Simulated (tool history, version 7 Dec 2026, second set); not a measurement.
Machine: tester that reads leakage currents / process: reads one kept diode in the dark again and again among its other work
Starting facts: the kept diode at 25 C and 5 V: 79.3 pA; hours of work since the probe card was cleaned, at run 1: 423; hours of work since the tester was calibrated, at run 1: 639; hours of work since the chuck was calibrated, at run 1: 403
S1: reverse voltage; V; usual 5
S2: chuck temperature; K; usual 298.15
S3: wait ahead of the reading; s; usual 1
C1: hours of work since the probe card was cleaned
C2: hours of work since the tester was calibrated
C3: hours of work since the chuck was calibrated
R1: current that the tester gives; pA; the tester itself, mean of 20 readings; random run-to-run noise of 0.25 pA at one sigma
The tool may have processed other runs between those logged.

Run 1, day 0: usual settings; C1 423; C2 639; C3 403. Result: R1 85.12 pA.
Run 2, day 2.296: usual settings; C1 451; C2 667; C3 431. Result: R1 85.66 pA.
Run 3, day 4.7: usual settings but S3 0.64 s; C1 480; C2 696; C3 460. Result: R1 86.62 pA.
Run 4, day 7.129: usual settings but S3 0.64 s; C1 509; C2 726; C3 489. Result: R1 87.5 pA.
Run 5, day 9.279: usual settings but S3 0.64 s; C1 535; C2 752; C3 515. Result: R1 87.67 pA.
Run 6, day 12.071: usual settings but S3 0.64 s; C1 569; C2 785; C3 549. Result: R1 87.81 pA.
Run 7, day 16.392: usual settings but S3 0.64 s; C1 621; C2 838; C3 601. Result: R1 88.21 pA.
Run 8, day 18.988: usual settings but S3 0.64 s; C1 653; C2 869; C3 632. Result: R1 89.63 pA.
Run 9, day 22.85: usual settings but S3 0.64 s; C1 699; C2 916; C3 679. Result: R1 90.01 pA.
Run 10, day 24.983: usual settings but S2 305.15 K, S3 0.51 s; C1 725; C2 941; C3 705. Result: R1 152.15 pA.
Run 11, day 28.346: usual settings but S1 4.02 V, S2 323.15 K, S3 1.84 s; C1 766; C2 982; C3 746. Result: R1 466.25 pA.
Run 12, day 32.021: usual settings but S1 4.02 V, S2 323.15 K, S3 1.84 s; C1 810; C2 1027; C3 790. Result: R1 467.74 pA.
Run 13, day 35.008: usual settings but S3 2.37 s; C1 846; C2 1063; C3 826. Result: R1 90.6 pA.
Run 14, day 38.875: usual settings but S3 2.37 s; C1 893; C2 1109; C3 873. Result: R1 91.29 pA.
Run 15, day 42.808: usual settings but S3 2.37 s; C1 941; C2 1157; C3 920. Result: R1 92.18 pA.
Run 16, day 45.571: usual settings but S1 12.42 V, S3 0.33 s; C1 974; C2 1190; C3 954. Result: R1 166.71 pA.
At day 48.242: chuck's temperature calibrated.
Run 17, day 49.167: usual settings but S1 12.42 V, S3 0.33 s; C1 1017; C2 1233; C3 11. Result: R1 148.78 pA.
Run 18, day 53.383: usual settings but S1 12.42 V, S2 310.15 K, S3 0.33 s; C1 1068; C2 1284; C3 62. Result: R1 349.19 pA.

Predict each of these 3 candidate next runs independently; none follows another, all start after run 18:
Run A, day 55.879: usual settings but S1 5.77 V, S2 315.15 K, S3 0.33 s; C1 1098; C2 1314; C3 92. Result: R1 ?.
Run B, day 55.879: usual settings but S1 12.43 V, S2 299.15 K; C1 1098; C2 1314; C3 92. Result: R1 ?.
Run C, day 55.879: usual settings but S1 10 V, S2 310.15 K, S3 0.33 s; C1 1098; C2 1314; C3 92. Result: R1 ?.

run      R1
  A   314.8
  B  155.55
  C  309.17
What these runs would have given with no unlogged condition in the tool:
run      R1
  A  308.71
  B  148.54
  C  301.37

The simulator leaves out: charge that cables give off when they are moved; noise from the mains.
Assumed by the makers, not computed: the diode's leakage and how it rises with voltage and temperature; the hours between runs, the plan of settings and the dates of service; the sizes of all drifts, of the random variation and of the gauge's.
